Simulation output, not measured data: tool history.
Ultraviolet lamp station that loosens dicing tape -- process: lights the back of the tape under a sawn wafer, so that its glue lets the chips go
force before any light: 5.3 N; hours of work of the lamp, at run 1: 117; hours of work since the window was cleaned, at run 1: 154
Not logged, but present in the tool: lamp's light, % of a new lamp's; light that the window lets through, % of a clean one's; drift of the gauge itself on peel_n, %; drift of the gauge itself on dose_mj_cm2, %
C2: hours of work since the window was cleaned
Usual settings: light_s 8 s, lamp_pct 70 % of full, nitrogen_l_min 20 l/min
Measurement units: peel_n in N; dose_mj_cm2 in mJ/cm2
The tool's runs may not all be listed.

{"run": 1, "hour": 0.0, "light_s": 8, "lamp_pct": 70, "nitrogen_l_min": 20, "hours of work of the lamp": 117, "C2": 154, "peel_n": 0.225, "dose_mj_cm2": 302}
{"run": 2, "hour": 10.7, "light_s": 8, "lamp_pct": 70, "nitrogen_l_min": 17, "hours of work of the lamp": 123, "C2": 160, "peel_n": 0.249, "dose_mj_cm2": 301}
{"run": 3, "hour": 17.7, "light_s": 8, "lamp_pct": 70, "nitrogen_l_min": 17, "hours of work of the lamp": 128, "C2": 164, "peel_n": 0.259, "dose_mj_cm2": 299}
{"run": 4, "hour": 28.3, "light_s": 8, "lamp_pct": 70, "nitrogen_l_min": 17, "hours of work of the lamp": 134, "C2": 171, "peel_n": 0.238, "dose_mj_cm2": 304}
{"run": 5, "hour": 34.4, "light_s": 8, "lamp_pct": 70, "nitrogen_l_min": 17, "hours of work of the lamp": 138, "C2": 175, "peel_n": 0.271, "dose_mj_cm2": 301}
{"run": 6, "hour": 43.0, "light_s": 8, "lamp_pct": 70, "nitrogen_l_min": 17, "hours of work of the lamp": 143, "C2": 180, "peel_n": 0.236, "dose_mj_cm2": 301}
{"run": 7, "hour": 53.1, "light_s": 8, "lamp_pct": 70, "nitrogen_l_min": 20, "hours of work of the lamp": 149, "C2": 186, "peel_n": 0.223, "dose_mj_cm2": 302}
{"run": 8, "hour": 60.2, "light_s": 8, "lamp_pct": 70, "nitrogen_l_min": 10, "hours of work of the lamp": 153, "C2": 190, "peel_n": 0.446, "dose_mj_cm2": 301}
{"run": 9, "hour": 65.1, "light_s": 5, "lamp_pct": 70, "nitrogen_l_min": 10, "hours of work of the lamp": 156, "C2": 193, "peel_n": 1.09, "dose_mj_cm2": 189}
{"run": 10, "hour": 76.2, "light_s": 8, "lamp_pct": 75, "nitrogen_l_min": 20, "hours of work of the lamp": 163, "C2": 200, "peel_n": 0.169, "dose_mj_cm2": 328}
{"run": 11, "hour": 84.6, "light_s": 8, "lamp_pct": 75, "nitrogen_l_min": 20, "hours of work of the lamp": 168, "C2": 205, "peel_n": 0.185, "dose_mj_cm2": 324}
{"run": 12, "hour": 90.2, "light_s": 8, "lamp_pct": 75, "nitrogen_l_min": 20, "hours of work of the lamp": 171, "C2": 208, "peel_n": 0.179, "dose_mj_cm2": 320}
{"run": 13, "hour": 96.8, "light_s": 8, "lamp_pct": 75, "nitrogen_l_min": 20, "hours of work of the lamp": 175, "C2": 212, "peel_n": 0.176, "dose_mj_cm2": 324}
{"hour": 101.8, "done": "window cleaned of glue's vapour"}
{"run": 14, "hour": 107.6, "light_s": 8, "lamp_pct": 75, "nitrogen_l_min": 20, "hours of work of the lamp": 181, "C2": 3, "peel_n": 0.196, "dose_mj_cm2": 326}
{"run": 15, "hour": 117.8, "light_s": 8, "lamp_pct": 75, "nitrogen_l_min": 20, "hours of work of the lamp": 187, "C2": 10, "peel_n": 0.191, "dose_mj_cm2": 320}
{"run": 16, "hour": 122.4, "light_s": 8, "lamp_pct": 75, "nitrogen_l_min": 36, "hours of work of the lamp": 190, "C2": 12, "peel_n": 0.106, "dose_mj_cm2": 328}
{"run": 17, "hour": 131.6, "light_s": 8, "lamp_pct": 75, "nitrogen_l_min": 36, "hours of work of the lamp": 196, "C2": 18, "peel_n": 0.104, "dose_mj_cm2": 324}
{"run": 18, "hour": 142.7, "light_s": 8, "lamp_pct": 75, "nitrogen_l_min": 36, "hours of work of the lamp": 202, "C2": 25, "peel_n": 0.113, "dose_mj_cm2": 325}
{"run": 19, "hour": 150.8, "light_s": 8, "lamp_pct": 75, "nitrogen_l_min": 36, "hours of work of the lamp": 207, "C2": 29, "peel_n": 0.105, "dose_mj_cm2": 320}
{"run": 20, "hour": 161.1, "light_s": 8, "lamp_pct": 75, "nitrogen_l_min": 36, "hours of work of the lamp": 213, "C2": 36, "peel_n": 0.104, "dose_mj_cm2": 324}
{"run": 21, "hour": 172.5, "light_s": 8, "lamp_pct": 75, "nitrogen_l_min": 36, "hours of work of the lamp": 220, "C2": 42, "peel_n": 0.101, "dose_mj_cm2": 324}
{"run": 22, "hour": 179.6, "light_s": 8, "lamp_pct": 75, "nitrogen_l_min": 36, "hours of work of the lamp": 225, "C2": 47, "peel_n": 0.108, "dose_mj_cm2": 326}
{"run": 23, "hour": 185.0, "light_s": 8, "lamp_pct": 75, "nitrogen_l_min": 36, "hours of work of the lamp": 228, "C2": 50, "peel_n": 0.113, "dose_mj_cm2": 321}
{"run": 24, "hour": 191.6, "light_s": 8, "lamp_pct": 61, "nitrogen_l_min": 16, "hours of work of the lamp": 232, "C2": 54, "peel_n": 0.378, "dose_mj_cm2": 265}
{"run": 25, "hour": 198.9, "light_s": 8, "lamp_pct": 61, "nitrogen_l_min": 16, "hours of work of the lamp": 236, "C2": 58, "peel_n": 0.396, "dose_mj_cm2": 260}
{"run": 26, "hour": 205.8, "light_s": 13, "lamp_pct": 61, "nitrogen_l_min": 16, "hours of work of the lamp": 240, "C2": 62, "peel_n": 0.111, "dose_mj_cm2": 422}
{"run": 27, "hour": 211.2, "light_s": 8, "lamp_pct": 76, "nitrogen_l_min": 15, "hours of work of the lamp": 244, "C2": 66, "peel_n": 0.24, "dose_mj_cm2": 332}

For run 28, what comes out?
{"run": 28, "hour": 218.8, "light_s": 5, "lamp_pct": 75, "nitrogen_l_min": 16, "hours of work of the lamp": 248, "C2": 70, "peel_n": "?", "dose_mj_cm2": "?"}

peel_n: 0.67 N
dose_mj_cm2: 203 mJ/cm2
Take away the tool's hidden state, keep the run-to-run variation as it was, and the same run would have given peel_n 0.667 N, dose_mj_cm2 203 mJ/cm2.

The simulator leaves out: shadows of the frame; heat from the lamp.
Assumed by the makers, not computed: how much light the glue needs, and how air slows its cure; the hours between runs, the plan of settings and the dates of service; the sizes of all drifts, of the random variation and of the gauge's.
